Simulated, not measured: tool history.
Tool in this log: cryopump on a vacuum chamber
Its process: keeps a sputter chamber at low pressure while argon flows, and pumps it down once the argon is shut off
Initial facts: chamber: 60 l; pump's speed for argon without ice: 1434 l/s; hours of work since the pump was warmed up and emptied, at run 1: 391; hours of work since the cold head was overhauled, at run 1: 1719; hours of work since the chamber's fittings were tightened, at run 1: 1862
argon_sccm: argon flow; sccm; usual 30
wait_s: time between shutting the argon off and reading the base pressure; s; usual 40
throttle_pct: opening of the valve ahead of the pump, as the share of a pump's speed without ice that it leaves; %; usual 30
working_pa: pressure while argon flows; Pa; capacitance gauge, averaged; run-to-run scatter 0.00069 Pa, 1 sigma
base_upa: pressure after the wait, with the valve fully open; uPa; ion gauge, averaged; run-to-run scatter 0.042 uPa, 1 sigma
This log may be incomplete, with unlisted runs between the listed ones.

| run | hour | argon_sccm | wait_s | throttle_pct | hours of work since the pump was warmed up and emptied | hours of work since the cold head was overhauled | hours of work since the chamber's fittings were tightened | working_pa | base_upa |
|---|---|---|---|---|---|---|---|---|---|
| 1 | 0 | 30 | 40 | 30 | 391 | 1719 | 1862 | 0.1361 | 3.79 |
|  | 21 | pump warmed up, emptied and cooled again |
| 2 | 81.4 | 30 | 40 | 30 | 42 | 1772 | 1915 | 0.1193 | 3.4 |
| 3 | 121.6 | 30 | 40 | 30 | 69 | 1800 | 1942 | 0.1209 | 3.48 |
| 4 | 194.5 | 30 | 40 | 30 | 119 | 1850 | 1993 | 0.1219 | 3.64 |
| 5 | 266.8 | 30 | 40 | 30 | 169 | 1900 | 2042 | 0.1247 | 3.54 |
| 6 | 317 | 30 | 40 | 30 | 204 | 1934 | 2077 | 0.1267 | 3.73 |
| 7 | 376.1 | 30 | 40 | 30 | 245 | 1975 | 2118 | 0.1294 | 3.79 |
| 8 | 456 | 30 | 40 | 30 | 300 | 2030 | 2173 | 0.13 | 3.95 |
| 9 | 522.6 | 30 | 40 | 30 | 346 | 2076 | 2219 | 0.1346 | 4.06 |
| 10 | 560.1 | 31 | 40 | 30 | 371 | 2102 | 2245 | 0.1387 | 4.19 |
|  | 608 | pump warmed up, emptied and cooled again |
| 11 | 627.7 | 30 | 100 | 30 | 14 | 2145 | 2288 | 0.1194 | 2.17 |
| 12 | 666.1 | 30 | 100 | 30 | 40 | 2171 | 2314 | 0.1206 | 2.28 |
| 13 | 699.4 | 30 | 100 | 30 | 63 | 2194 | 2337 | 0.121 | 2.29 |
| 14 | 749.4 | 17 | 44 | 19 | 97 | 2228 | 2371 | 0.1076 | 3.51 |
| 15 | 817.4 | 19 | 40 | 52 | 144 | 2275 | 2418 | 0.0478 | 3.83 |

For run 16, what comes out?
| 16 | 871.6 | 21 | 40 | 53 | 182 | 2313 | 2456 | ? | ? |

{"run 16": {"working_pa": 0.0519, "base_upa": 3.87}}
On a tool with no hidden condition, and with the same random variation, this run would have come out at working_pa 0.0467 Pa, base_upa 2.46 uPa.
